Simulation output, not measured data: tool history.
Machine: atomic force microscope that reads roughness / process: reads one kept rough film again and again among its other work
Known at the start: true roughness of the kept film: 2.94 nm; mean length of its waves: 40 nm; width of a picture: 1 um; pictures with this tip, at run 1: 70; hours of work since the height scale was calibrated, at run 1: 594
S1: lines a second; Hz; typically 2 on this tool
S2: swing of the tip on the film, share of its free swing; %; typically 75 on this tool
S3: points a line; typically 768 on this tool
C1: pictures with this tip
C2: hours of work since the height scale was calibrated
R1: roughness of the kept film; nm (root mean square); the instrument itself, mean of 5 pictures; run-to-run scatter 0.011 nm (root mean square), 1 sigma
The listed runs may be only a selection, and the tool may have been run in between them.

run,hour,S1,S2,S3,C1,C2,R1
1,0,2,75,768,70,594,2.492
2,13.6,2,75,768,103,605,2.497
3,25.6,2,75,768,131,614,2.476
4,44.1,1.66,75,768,175,629,2.549
5,53,0.8,75,768,196,636,2.65
6,60.8,1.98,75,768,214,642,2.482
7,72.7,3.82,75,281,243,651,2.241
8,88.4,0.63,73,336,280,664,2.689
# hour 90.4: new tip fitted
9,102.6,0.56,67,768,28,675,2.729
10,118,1.74,68,308,65,687,2.582
11,136.9,0.54,66,768,110,702,2.752
12,151.4,0.54,66,768,144,713,2.724

Entry by entry between the runs, the difference in hidden state between the last listed run before and the first listed run after:
Between runs 8 and 9: new tip fitted (hour 90.4)
  radius of the tip, nm: 7.5 -> 7.1
